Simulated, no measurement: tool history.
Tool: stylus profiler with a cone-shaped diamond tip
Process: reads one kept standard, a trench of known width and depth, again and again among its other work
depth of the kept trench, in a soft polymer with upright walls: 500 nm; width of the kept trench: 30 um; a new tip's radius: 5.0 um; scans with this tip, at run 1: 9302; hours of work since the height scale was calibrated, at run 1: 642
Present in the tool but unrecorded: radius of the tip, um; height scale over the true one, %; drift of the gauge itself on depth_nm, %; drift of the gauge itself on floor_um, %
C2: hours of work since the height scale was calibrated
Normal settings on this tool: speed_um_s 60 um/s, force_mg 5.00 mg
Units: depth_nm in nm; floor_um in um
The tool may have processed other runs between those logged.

Run 1, day 0.000: usual settings; scans with this tip 9302; C2 642. Result: depth_nm 504.27 nm, floor_um 24.51 um.
Run 2, day 1.525: usual settings but speed_um_s 81 um/s; scans with this tip 9654; C2 666. Result: depth_nm 503.82 nm, floor_um 24.49 um.
Run 3, day 2.417: usual settings but speed_um_s 81 um/s; scans with this tip 9860; C2 680. Result: depth_nm 504.05 nm, floor_um 24.40 um.
Run 4, day 3.625: usual settings but force_mg 5.03 mg; scans with this tip 10138; C2 699. Result: depth_nm 504.06 nm, floor_um 24.47 um.
Run 5, day 4.812: usual settings but force_mg 6.23 mg; scans with this tip 10412; C2 718. Result: depth_nm 504.92 nm, floor_um 24.43 um.
Run 6, day 5.917: usual settings but force_mg 6.23 mg; scans with this tip 10666; C2 736. Result: depth_nm 504.65 nm, floor_um 24.41 um.
Run 7, day 7.829: usual settings but speed_um_s 66 um/s; scans with this tip 11108; C2 766. Result: depth_nm 503.75 nm, floor_um 24.30 um.
Run 8, day 9.900: usual settings but speed_um_s 66 um/s; scans with this tip 11585; C2 799. Result: depth_nm 503.99 nm, floor_um 24.34 um.
Run 9, day 11.417: usual settings but speed_um_s 61 um/s; scans with this tip 11934; C2 823. Result: depth_nm 503.82 nm, floor_um 24.28 um.
Run 10, day 12.388: usual settings but speed_um_s 61 um/s; scans with this tip 12158; C2 839. Result: depth_nm 503.55 nm, floor_um 24.29 um.
Run 11, day 13.929: usual settings but speed_um_s 17 um/s; scans with this tip 12513; C2 863. Result: depth_nm 503.43 nm, floor_um 24.32 um.
Run 12, day 15.462: usual settings but speed_um_s 17 um/s; scans with this tip 12867; C2 888. Result: depth_nm 503.89 nm, floor_um 24.28 um.
Run 13, day 17.458: usual settings but speed_um_s 17 um/s; scans with this tip 13327; C2 920. Result: depth_nm 503.41 nm, floor_um 24.16 um.
Run 14, day 19.279: usual settings but speed_um_s 17 um/s; scans with this tip 13747; C2 949. Result: depth_nm 503.33 nm, floor_um 24.23 um.
Run 15, day 21.400: usual settings but speed_um_s 17 um/s; scans with this tip 14236; C2 982. Result: depth_nm 503.67 nm, floor_um 24.14 um.
Run 16, day 22.929: usual settings but speed_um_s 17 um/s; scans with this tip 14588; C2 1007. Result: depth_nm 503.44 nm, floor_um 24.12 um.
Run 17, day 24.333: usual settings but speed_um_s 17 um/s, force_mg 1.99 mg; scans with this tip 14913; C2 1029. Result: depth_nm 500.83 nm, floor_um 24.06 um.
Run 18, day 25.821: usual settings but speed_um_s 31 um/s; scans with this tip 15255; C2 1053. Result: depth_nm 503.25 nm, floor_um 24.01 um.
Run 19, day 27.675: usual settings but speed_um_s 31 um/s; scans with this tip 15683; C2 1082. Result: depth_nm 503.18 nm, floor_um 24.01 um.
Run 20, day 29.317: usual settings but force_mg 5.81 mg; scans with this tip 16062; C2 1108. Result: depth_nm 503.61 nm, floor_um 23.90 um.
Run 21, day 30.988: usual settings; scans with this tip 16447; C2 1135. Result: depth_nm 503.10 nm, floor_um 23.87 um.
Run 22, day 32.454: usual settings; scans with this tip 16785; C2 1158. Result: depth_nm 503.09 nm, floor_um 23.82 um.
Run 23, day 33.617: usual settings but force_mg 10.61 mg; scans with this tip 17053; C2 1177. Result: depth_nm 506.56 nm, floor_um 23.84 um.
Run 24, day 35.346: usual settings but speed_um_s 19 um/s, force_mg 3.07 mg; scans with this tip 17451; C2 1204. Result: depth_nm 501.46 nm, floor_um 23.84 um.
Run 25, day 36.938: usual settings but speed_um_s 65 um/s, force_mg 5.45 mg; scans with this tip 17818; C2 1229. Result: depth_nm 503.27 nm, floor_um 23.72 um.
Run 26, day 38.417: usual settings but speed_um_s 65 um/s, force_mg 5.45 mg; scans with this tip 18159; C2 1253. Result: depth_nm 503.04 nm, floor_um 23.68 um.
Run 27, day 39.467: usual settings but speed_um_s 125 um/s, force_mg 7.76 mg; scans with this tip 18402; C2 1270. Result: depth_nm 504.61 nm, floor_um 23.58 um.
Run 28, day 40.825: usual settings but speed_um_s 85 um/s, force_mg 12.27 mg; scans with this tip 18714; C2 1291. Result: depth_nm 506.93 nm, floor_um 23.71 um.
Run 29, day 42.596: usual settings but speed_um_s 85 um/s, force_mg 12.27 mg; scans with this tip 19123; C2 1320. Result: depth_nm 507.17 nm, floor_um 23.60 um.
Run 30, day 43.742: usual settings but speed_um_s 85 um/s, force_mg 12.27 mg; scans with this tip 19387; C2 1338. Result: depth_nm 507.03 nm, floor_um 23.60 um.
At day 44.412: new tip fitted, height scale calibrated.
Run 31, day 45.308: usual settings but speed_um_s 85 um/s, force_mg 12.27 mg; scans with this tip 207; C2 14. Result: depth_nm 509.50 nm, floor_um 25.47 um.
Run 32, day 46.467: usual settings but speed_um_s 33 um/s; scans with this tip 474; C2 33. Result: depth_nm 504.84 nm, floor_um 25.43 um.
Run 33, day 48.138: usual settings but speed_um_s 211 um/s, force_mg 3.15 mg; scans with this tip 859; C2 59. Result: depth_nm 503.75 nm, floor_um 24.92 um.
Run 34, day 49.729: usual settings but speed_um_s 211 um/s, force_mg 3.15 mg; scans with this tip 1226; C2 85. Result: depth_nm 503.70 nm, floor_um 24.83 um.
Run 35, day 51.642: usual settings but speed_um_s 28 um/s, force_mg 2.59 mg; scans with this tip 1667; C2 115. Result: depth_nm 503.00 nm, floor_um 25.28 um.
Run 36, day 53.154: usual settings but speed_um_s 28 um/s, force_mg 2.59 mg; scans with this tip 2016; C2 139. Result: depth_nm 502.99 nm, floor_um 25.23 um.
Run 37, day 54.071: usual settings but speed_um_s 28 um/s, force_mg 2.59 mg; scans with this tip 2227; C2 154. Result: depth_nm 502.92 nm, floor_um 25.22 um.
Run 38, day 55.217: usual settings but speed_um_s 59 um/s, force_mg 2.92 mg; scans with this tip 2492; C2 172. Result: depth_nm 503.12 nm, floor_um 25.14 um.
Run 39, day 57.262: usual settings but speed_um_s 69 um/s, force_mg 7.07 mg; scans with this tip 2963; C2 204. Result: depth_nm 506.25 nm, floor_um 25.08 um.
Run 40, day 58.638: usual settings but speed_um_s 78 um/s, force_mg 14.93 mg; scans with this tip 3280; C2 226. Result: depth_nm 510.75 nm, floor_um 25.07 um.
Run 41, day 59.700: usual settings but speed_um_s 17 um/s, force_mg 10.11 mg; scans with this tip 3525; C2 243. Result: depth_nm 508.03 nm, floor_um 25.08 um.
Run 42, day 61.271: usual settings but speed_um_s 140 um/s, force_mg 12.63 mg; scans with this tip 3887; C2 268. Result: depth_nm 509.08 nm, floor_um 24.94 um.
Run 43, day 62.996: usual settings but speed_um_s 39 um/s, force_mg 2.29 mg; scans with this tip 4285; C2 296. Result: depth_nm 502.62 nm, floor_um 24.98 um.
Run 44, day 65.058: usual settings but speed_um_s 46 um/s, force_mg 14.15 mg; scans with this tip 4760; C2 328. Result: depth_nm 509.77 nm, floor_um 24.95 um.
Run 45, day 66.758: usual settings but speed_um_s 46 um/s, force_mg 14.15 mg; scans with this tip 5152; C2 355. Result: depth_nm 509.44 nm, floor_um 24.92 um.
Run 46, day 68.475: usual settings but speed_um_s 45 um/s, force_mg 3.19 mg; scans with this tip 5548; C2 383. Result: depth_nm 503.05 nm, floor_um 24.81 um.

Hidden state at the last listed run before each entry between runs and at the first one after, where it differs:
After run 30, before run 31: new tip fitted, height scale calibrated (day 44.412)
  radius of the tip, um: 10.11 -> 5.22; height scale over the true one, %: -0.52 -> -0.048
  difference, measured minus the result without the unlogged condition, depth_nm: -2.65 -> -0.25 nm; floor_um: -1.92 -> -0.10 um
